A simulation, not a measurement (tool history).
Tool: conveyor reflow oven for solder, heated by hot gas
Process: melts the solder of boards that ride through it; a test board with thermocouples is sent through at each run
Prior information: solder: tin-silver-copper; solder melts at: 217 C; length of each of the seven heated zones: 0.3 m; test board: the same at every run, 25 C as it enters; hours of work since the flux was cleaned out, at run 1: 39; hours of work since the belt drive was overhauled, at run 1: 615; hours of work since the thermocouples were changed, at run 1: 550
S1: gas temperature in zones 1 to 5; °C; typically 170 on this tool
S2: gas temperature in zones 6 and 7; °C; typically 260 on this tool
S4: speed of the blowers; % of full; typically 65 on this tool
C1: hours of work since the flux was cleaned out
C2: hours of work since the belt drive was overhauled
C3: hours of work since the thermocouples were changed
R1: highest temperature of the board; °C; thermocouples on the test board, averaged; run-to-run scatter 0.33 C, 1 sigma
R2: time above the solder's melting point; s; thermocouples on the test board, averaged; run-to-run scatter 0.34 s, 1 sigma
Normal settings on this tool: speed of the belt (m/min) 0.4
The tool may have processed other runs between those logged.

Run 1, hour 0: usual settings; C1 39; C2 615; C3 550. Result: R1 249 °C, R2 65.8 s.
Run 2, hour 50.2: usual settings; C1 72; C2 648; C3 584. Result: R1 249.1 °C, R2 64.9 s.
Run 3, hour 125.5: usual settings; C1 122; C2 698; C3 633. Result: R1 248.1 °C, R2 65.3 s.
At hour 142.3: belt drive overhauled, speed set with a stopwatch.
Run 4, hour 188: usual settings; C1 161; C2 30; C3 672. Result: R1 247.9 °C, R2 64 s.
Run 5, hour 240.9: usual settings; C1 196; C2 65; C3 707. Result: R1 248 °C, R2 64.2 s.
Run 6, hour 302.6: usual settings; C1 237; C2 106; C3 748. Result: R1 247.3 °C, R2 64 s.
At hour 323.8: thermocouples of zones 6 and 7 changed.
Run 7, hour 356.2: usual settings; C1 271; C2 140; C3 21. Result: R1 249.5 °C, R2 65.3 s.
Run 8, hour 403.3: usual settings; C1 302; C2 172; C3 53. Result: R1 249.3 °C, R2 65.4 s.
Run 9, hour 438.2: usual settings; C1 325; C2 195; C3 76. Result: R1 249 °C, R2 65.7 s.
Run 10, hour 513.1: usual settings; C1 375; C2 244; C3 125. Result: R1 248.9 °C, R2 65.7 s.
Run 11, hour 553.3: usual settings but S2 251 °C; C1 401; C2 271; C3 152. Result: R1 241.1 °C, R2 57.4 s.
At hour 583.4: flux residue cleaned out of gas plates and filters.
Run 12, hour 599.5: usual settings but S2 251 °C; C1 11; C2 298; C3 179. Result: R1 241.5 °C, R2 59 s.
Run 13, hour 656.4: usual settings but S2 251 °C; C1 48; C2 336; C3 217. Result: R1 241.4 °C, R2 58.4 s.
Run 14, hour 703.5: usual settings but S2 251 °C; C1 80; C2 367; C3 248. Result: R1 240.6 °C, R2 58 s.
Run 15, hour 775.3: usual settings but S2 251 °C; C1 127; C2 415; C3 296. Result: R1 241.1 °C, R2 58.2 s.
Run 16, hour 811.2: usual settings but S2 251 °C, speed of the belt (m/min) 0.418; C1 151; C2 438; C3 320. Result: R1 240.3 °C, R2 53.5 s.
Run 17, hour 866.6: usual settings but S1 172 °C, S2 268 °C, speed of the belt (m/min) 0.418, S4 77 % of full; C1 188; C2 475; C3 356. Result: R1 257.9 °C, R2 70.6 s.
Run 18, hour 936.1: usual settings but S1 161 °C, S2 268 °C, speed of the belt (m/min) 0.418, S4 77 % of full; C1 234; C2 521; C3 402. Result: R1 256.4 °C, R2 66 s.
Run 19, hour 991.2: usual settings but S1 176 °C, S2 268 °C, speed of the belt (m/min) 0.418, S4 77 % of full; C1 270; C2 558; C3 439. Result: R1 258 °C, R2 71.1 s.
Run 20, hour 1051.4: usual settings but S1 176 °C, S2 267 °C, speed of the belt (m/min) 0.418, S4 50 % of full; C1 310; C2 598; C3 479. Result: R1 252 °C, R2 65.2 s.
Run 21, hour 1112.4: usual settings but S1 176 °C, S2 263 °C, speed of the belt (m/min) 0.418, S4 53 % of full; C1 350; C2 638; C3 519. Result: R1 248 °C, R2 63.4 s.
Run 22, hour 1157.4: usual settings but S2 269 °C, speed of the belt (m/min) 0.386; C1 380; C2 668; C3 549. Result: R1 257.5 °C, R2 75.2 s.
At hour 1214.8: flux residue cleaned out of gas plates and filters.
At hour 1223.8: belt drive overhauled, speed set with a stopwatch.
Run 23, hour 1224: usual settings but S1 158 °C, S2 272 °C, speed of the belt (m/min) 0.368, S4 77 % of full; C1 3; C2 0; C3 587. Result: R1 262.6 °C, R2 79.1 s.
Run 24, hour 1271.8: usual settings but S4 75 % of full; C1 35; C2 32; C3 619. Result: R1 250.7 °C, R2 66.9 s.
Run 25, hour 1350.5: usual settings but S4 75 % of full; C1 87; C2 84; C3 671. Result: R1 250.4 °C, R2 67.2 s.
Run 26, hour 1384.6: usual settings but S1 176 °C, S2 273 °C, speed of the belt (m/min) 0.382, S4 74 % of full; C1 110; C2 107; C3 693. Result: R1 264.1 °C, R2 82.9 s.
Run 27, hour 1442.6: usual settings but S1 182 °C, speed of the belt (m/min) 0.381, S4 85 % of full; C1 148; C2 145; C3 732. Result: R1 253.4 °C, R2 79.3 s.
At hour 1492.7: thermocouples of zones 6 and 7 changed.
Run 28, hour 1517.5: usual settings but S1 172 °C, speed of the belt (m/min) 0.465, S4 55 % of full; C1 197; C2 193; C3 16. Result: R1 243.6 °C, R2 49.8 s.
Run 29, hour 1553.7: usual settings but S2 268 °C, speed of the belt (m/min) 0.361; C1 221; C2 217; C3 40. Result: R1 259.8 °C, R2 81.9 s.
Run 30, hour 1623.2: usual settings but S2 268 °C, speed of the belt (m/min) 0.336; C1 267; C2 263; C3 86. Result: R1 261.1 °C, R2 89.7 s.
Run 31, hour 1705.1: usual settings but S1 165 °C, speed of the belt (m/min) 0.438, S4 67 % of full; C1 321; C2 317; C3 141. Result: R1 246.8 °C, R2 55.2 s.

Run by run, hidden condition taken away, random variation retained:
Hidden state present: heat that the gas passes to the board, % of a clean oven's; belt's true speed, % of the reading; true gas temperature in zones 6 and 7 over the reading, C; drift of the gauge itself on peak_c, C; drift of the gauge itself on liquid_s, %.
run     R1    R2
  1  250.5  66.6
  2  250.7  65.9
  3  249.9  66.5
  4    250    66
  5  250.3  66.3
  6  249.7  66.3
  7    250    66
  8  249.9  66.2
  9  249.7  66.6
 10  249.8  66.8
 11  242.1  58.9
 12  241.7  59.1
 13  241.7  58.7
 14    241  58.4
 15  241.7  58.8
 16    241  54.3
 17  258.8    71
 18  257.6  66.6
 19  259.2  71.6
 20  253.2    66
 21  249.3  64.4
 22  259.1    76
 23  263.7  79.9
 24  251.8  67.9
 25  251.7  68.4
 26  265.6  83.8
 27  254.9  80.4
 28  243.7  50.2
 29  259.9  82.2
 30  261.3    90
 31  247.5    56
